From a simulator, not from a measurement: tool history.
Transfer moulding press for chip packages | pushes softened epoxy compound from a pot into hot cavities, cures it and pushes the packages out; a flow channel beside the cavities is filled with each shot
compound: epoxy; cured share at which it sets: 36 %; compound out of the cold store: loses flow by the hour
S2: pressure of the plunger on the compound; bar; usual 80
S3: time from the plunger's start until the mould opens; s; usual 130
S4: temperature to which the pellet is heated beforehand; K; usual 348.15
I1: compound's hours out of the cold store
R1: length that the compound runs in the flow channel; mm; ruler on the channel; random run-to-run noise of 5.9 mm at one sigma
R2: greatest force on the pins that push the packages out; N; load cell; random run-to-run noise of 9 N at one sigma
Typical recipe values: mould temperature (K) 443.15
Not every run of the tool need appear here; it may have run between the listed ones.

{"run": 1, "hour": 0.0, "mould temperature (K)": 443.15, "S2": 80, "S3": 130, "S4": 348.15, "I1": 25.2, "R1": 707, "R2": 442}
{"run": 2, "hour": 8.8, "mould temperature (K)": 443.15, "S2": 80, "S3": 130, "S4": 348.15, "I1": 19.5, "R1": 727, "R2": 468}
{"run": 3, "hour": 16.1, "mould temperature (K)": 443.15, "S2": 80, "S3": 130, "S4": 348.15, "I1": 16.7, "R1": 772, "R2": 470}
{"run": 4, "hour": 26.4, "mould temperature (K)": 446.15, "S2": 80, "S3": 130, "S4": 348.15, "I1": 28.4, "R1": 690, "R2": 451}
{"run": 5, "hour": 33.2, "mould temperature (K)": 443.15, "S2": 80, "S3": 130, "S4": 348.15, "I1": 20.3, "R1": 732, "R2": 508}
{"run": 6, "hour": 43.4, "mould temperature (K)": 443.15, "S2": 80, "S3": 130, "S4": 346.15, "I1": 27.6, "R1": 694, "R2": 520}
{"run": 7, "hour": 53.6, "mould temperature (K)": 443.15, "S2": 80, "S3": 130, "S4": 346.15, "I1": 43.5, "R1": 637, "R2": 523}
{"run": 8, "hour": 60.6, "mould temperature (K)": 443.15, "S2": 80, "S3": 130, "S4": 348.15, "I1": 45.6, "R1": 633, "R2": 515}
{"run": 9, "hour": 66.5, "mould temperature (K)": 443.15, "S2": 80, "S3": 130, "S4": 348.15, "I1": 18.7, "R1": 756, "R2": 535}
{"run": 10, "hour": 71.1, "mould temperature (K)": 443.15, "S2": 80, "S3": 130, "S4": 348.15, "I1": 33, "R1": 682, "R2": 529}
{"hour": 73.4, "done": "cavities cleaned with cleaning compound and waxed"}
{"run": 11, "hour": 79.1, "mould temperature (K)": 443.15, "S2": 80, "S3": 130, "S4": 348.15, "I1": 17.4, "R1": 754, "R2": 627}
{"run": 12, "hour": 87.9, "mould temperature (K)": 443.15, "S2": 80, "S3": 130, "S4": 348.15, "I1": 46.9, "R1": 625, "R2": 610}
{"run": 13, "hour": 95.3, "mould temperature (K)": 443.15, "S2": 80, "S3": 130, "S4": 348.15, "I1": 38.1, "R1": 657, "R2": 637}
{"run": 14, "hour": 105.8, "mould temperature (K)": 446.15, "S2": 80, "S3": 130, "S4": 348.15, "I1": 22.3, "R1": 726, "R2": 602}
{"run": 15, "hour": 113.8, "mould temperature (K)": 443.15, "S2": 71.3, "S3": 130, "S4": 348.15, "I1": 18.1, "R1": 701, "R2": 630}
{"run": 16, "hour": 119.5, "mould temperature (K)": 450.15, "S2": 80.8, "S3": 143, "S4": 347.15, "I1": 15.4, "R1": 744, "R2": 570}
{"hour": 128.1, "done": "cavities cleaned with cleaning compound and waxed, once more"}
{"run": 17, "hour": 129.4, "mould temperature (K)": 450.15, "S2": 80.8, "S3": 143, "S4": 347.15, "I1": 17.2, "R1": 739, "R2": 384}
{"run": 18, "hour": 139.3, "mould temperature (K)": 450.15, "S2": 80.8, "S3": 143, "S4": 347.15, "I1": 39.7, "R1": 635, "R2": 403}
{"run": 19, "hour": 147.7, "mould temperature (K)": 450.15, "S2": 80.8, "S3": 143, "S4": 347.15, "I1": 17, "R1": 726, "R2": 402}
{"run": 20, "hour": 153.9, "mould temperature (K)": 442.15, "S2": 82.4, "S3": 130, "S4": 348.15, "I1": 30.5, "R1": 692, "R2": 458}
{"run": 21, "hour": 163.1, "mould temperature (K)": 442.15, "S2": 73.4, "S3": 146, "S4": 343.15, "I1": 10.1, "R1": 747, "R2": 456}
{"run": 22, "hour": 168.8, "mould temperature (K)": 442.15, "S2": 73.4, "S3": 146, "S4": 343.15, "I1": 44.5, "R1": 606, "R2": 447}
{"run": 23, "hour": 175.6, "mould temperature (K)": 443.15, "S2": 80, "S3": 130, "S4": 348.15, "I1": 19.8, "R1": 737, "R2": 497}
{"run": 24, "hour": 183.1, "mould temperature (K)": 443.15, "S2": 80, "S3": 130, "S4": 348.15, "I1": 46.6, "R1": 627, "R2": 478}
{"run": 25, "hour": 192.5, "mould temperature (K)": 443.15, "S2": 82.1, "S3": 113, "S4": 348.15, "I1": 31.9, "R1": 691, "R2": 592}
{"run": 26, "hour": 201.1, "mould temperature (K)": 443.15, "S2": 96.8, "S3": 130, "S4": 354.15, "I1": 11.3, "R1": 838, "R2": 516}
{"run": 27, "hour": 209.7, "mould temperature (K)": 448.15, "S2": 96.8, "S3": 163, "S4": 353.15, "I1": 44.8, "R1": 669, "R2": 473}
{"run": 28, "hour": 214.5, "mould temperature (K)": 448.15, "S2": 96.8, "S3": 163, "S4": 353.15, "I1": 32, "R1": 733, "R2": 486}
{"hour": 217.6, "done": "cavities cleaned with cleaning compound and waxed"}
{"run": 29, "hour": 221.6, "mould temperature (K)": 438.15, "S2": 80, "S3": 121, "S4": 348.15, "I1": 22.7, "R1": 738, "R2": 553}

Branching from run 29: 4 alternative next runs. What would each branch give?
{"run": "A", "hour": 231.5, "mould temperature (K)": 443.15, "S2": 93, "S3": 134, "S4": 348.15, "I1": 47.6, "R1": "?", "R2": "?"}
{"run": "B", "hour": 231.5, "mould temperature (K)": 449.15, "S2": 69.3, "S3": 121, "S4": 348.15, "I1": 8.5, "R1": "?", "R2": "?"}
{"run": "C", "hour": 231.5, "mould temperature (K)": 443.15, "S2": 80, "S3": 130, "S4": 354.15, "I1": 10.3, "R1": "?", "R2": "?"}
{"run": "D", "hour": 231.5, "mould temperature (K)": 439.15, "S2": 80, "S3": 121, "S4": 346.15, "I1": 14, "R1": "?", "R2": "?"}

run=A R1=659 R2=438
run=B R1=705 R2=418
run=C R1=772 R2=451
run=D R1=766 R2=586
Had the tool no hidden state, the same runs would have come out as:
run=A R1=681 R2=409
run=B R1=728 R2=391
run=C R1=797 R2=422
run=D R1=791 R2=545
